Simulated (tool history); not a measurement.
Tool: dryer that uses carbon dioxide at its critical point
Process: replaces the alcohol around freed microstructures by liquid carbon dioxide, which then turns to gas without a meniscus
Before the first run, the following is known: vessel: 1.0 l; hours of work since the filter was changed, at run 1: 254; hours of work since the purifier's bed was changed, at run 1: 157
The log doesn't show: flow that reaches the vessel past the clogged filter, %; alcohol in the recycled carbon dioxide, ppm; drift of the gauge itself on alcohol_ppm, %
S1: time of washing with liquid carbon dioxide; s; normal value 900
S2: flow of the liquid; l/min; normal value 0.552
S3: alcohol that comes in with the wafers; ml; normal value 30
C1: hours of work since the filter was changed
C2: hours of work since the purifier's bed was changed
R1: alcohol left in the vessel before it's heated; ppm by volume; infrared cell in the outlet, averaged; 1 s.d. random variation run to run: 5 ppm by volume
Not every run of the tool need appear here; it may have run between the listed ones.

run 1 hour=0.0 | S1=900 S2=0.552 S3=30 | C1=254 C2=157 | R1=69
run 2 hour=34.0 | S1=900 S2=0.552 S3=30 | C1=276 C2=179 | R1=71
run 3 hour=71.3 | S1=900 S2=0.552 S3=30 | C1=301 C2=203 | R1=70
run 4 hour=97.2 | S1=900 S2=0.552 S3=30 | C1=318 C2=220 | R1=74
run 5 hour=129.4 | S1=900 S2=0.709 S3=30 | C1=339 C2=241 | R1=31
run 6 hour=147.8 | S1=900 S2=0.709 S3=30 | C1=351 C2=253 | R1=36
run 7 hour=182.8 | S1=900 S2=0.709 S3=30 | C1=373 C2=276 | R1=49
run 8 hour=202.9 | S1=900 S2=0.696 S3=30 | C1=386 C2=289 | R1=54
run 9 hour=228.4 | S1=900 S2=0.427 S3=30 | C1=403 C2=306 | R1=316
run 10 hour=252.6 | S1=660 S2=0.427 S3=21 | C1=419 C2=321 | R1=724
run 11 hour=282.6 | S1=900 S2=0.851 S3=30 | C1=438 C2=341 | R1=33
run 12 hour=303.3 | S1=900 S2=0.338 S3=24 | C1=452 C2=354 | R1=703
run 13 hour=319.3 | S1=600 S2=0.384 S3=116 | C1=462 C2=365 | R1=7540
-- hour=324.7 inlet filter changed
run 14 hour=354.7 | S1=600 S2=0.384 S3=116 | C1=20 C2=387 | R1=4530
run 15 hour=379.4 | S1=540 S2=0.493 S3=116 | C1=36 C2=403 | R1=2756
run 16 hour=396.4 | S1=540 S2=0.531 S3=30 | C1=47 C2=415 | R1=565
run 17 hour=420.5 | S1=540 S2=0.531 S3=30 | C1=62 C2=430 | R1=599
run 18 hour=435.5 | S1=540 S2=0.552 S3=71 | C1=72 C2=440 | R1=1152

Predict each of these 3 candidate next runs independently; none follows another, all start after run 18:
run A hour=453.7 | S1=660 S2=0.552 S3=94 | C1=84 C2=452 | R1=?
run B hour=453.7 | S1=540 S2=0.449 S3=20 | C1=84 C2=452 | R1=?
run C hour=453.7 | S1=600 S2=0.552 S3=30 | C1=84 C2=452 | R1=?

run=A R1=637
run=B R1=751
run=C R1=342
Without the tool's hidden state the same runs would have given:
run=A R1=495
run=B R1=627
run=C R1=255
